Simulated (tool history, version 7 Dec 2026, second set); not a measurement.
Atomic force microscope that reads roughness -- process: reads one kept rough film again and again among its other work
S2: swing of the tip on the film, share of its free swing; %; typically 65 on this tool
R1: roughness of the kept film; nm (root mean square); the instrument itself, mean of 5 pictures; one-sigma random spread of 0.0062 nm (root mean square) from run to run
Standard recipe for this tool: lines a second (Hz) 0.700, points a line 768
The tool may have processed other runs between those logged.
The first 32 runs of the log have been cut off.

run 33 hour=809.1 | lines_a_second_(Hz)=3.468 S2=63 points_a_line=903 | R1=1.077
run 34 hour=825.3 | lines_a_second_(Hz)=0.533 S2=65 points_a_line=313 | R1=1.177
-- hour=834.0 new tip fitted
run 35 hour=856.0 | lines_a_second_(Hz)=3.044 S2=63 points_a_line=768 | R1=1.086
run 36 hour=873.8 | lines_a_second_(Hz)=1.037 S2=65 points_a_line=754 | R1=1.158
-- hour=885.0 new tip fitted
run 37 hour=907.4 | lines_a_second_(Hz)=0.700 S2=84 points_a_line=314 | R1=1.122
-- hour=935.4 new tip fitted
run 38 hour=935.4 | lines_a_second_(Hz)=3.973 S2=58 points_a_line=768 | R1=1.095
run 39 hour=962.0 | lines_a_second_(Hz)=3.973 S2=58 points_a_line=768 | R1=1.101
-- hour=984.4 new tip fitted
run 40 hour=991.2 | lines_a_second_(Hz)=3.973 S2=58 points_a_line=768 | R1=1.102
run 41 hour=1009.6 | lines_a_second_(Hz)=1.236 S2=68 points_a_line=256 | R1=1.128
-- hour=1034.7 new tip fitted
run 42 hour=1043.2 | lines_a_second_(Hz)=1.236 S2=68 points_a_line=256 | R1=1.136
run 43 hour=1066.4 | lines_a_second_(Hz)=1.236 S2=68 points_a_line=256 | R1=1.135
-- hour=1085.9 new tip fitted
run 44 hour=1086.2 | lines_a_second_(Hz)=1.236 S2=68 points_a_line=256 | R1=1.132
run 45 hour=1111.3 | lines_a_second_(Hz)=0.700 S2=84 points_a_line=514 | R1=1.118
-- hour=1137.5 new tip fitted
run 46 hour=1148.5 | lines_a_second_(Hz)=1.580 S2=71 points_a_line=306 | R1=1.101
run 47 hour=1172.9 | lines_a_second_(Hz)=1.965 S2=87 points_a_line=403 | R1=0.944
-- hour=1188.7 new tip fitted
run 48 hour=1191.6 | lines_a_second_(Hz)=1.965 S2=87 points_a_line=403 | R1=0.946
run 49 hour=1218.7 | lines_a_second_(Hz)=0.856 S2=87 points_a_line=839 | R1=1.096
-- hour=1239.0 new tip fitted
run 50 hour=1253.5 | lines_a_second_(Hz)=0.856 S2=86 points_a_line=737 | R1=1.095
run 51 hour=1283.0 | lines_a_second_(Hz)=0.856 S2=86 points_a_line=737 | R1=1.095
-- hour=1288.4 new tip fitted
run 52 hour=1321.3 | lines_a_second_(Hz)=3.222 S2=65 points_a_line=768 | R1=1.072

Branching from run 52: 3 alternative next runs. What would each branch give?
-- hour=1338.5 new tip fitted
run A hour=1345.1 | lines_a_second_(Hz)=3.222 S2=79 points_a_line=802 | R1=?
-- hour=1338.5 new tip fitted
run B hour=1345.1 | lines_a_second_(Hz)=3.222 S2=65 points_a_line=324 | R1=?
-- hour=1338.5 new tip fitted
run C hour=1345.1 | lines_a_second_(Hz)=1.829 S2=65 points_a_line=307 | R1=?

run=A R1=0.933
run=B R1=1.072
run=C R1=1.124
With no hidden state in the tool, these same runs would have given:
run=A R1=0.934
run=B R1=1.073
run=C R1=1.125
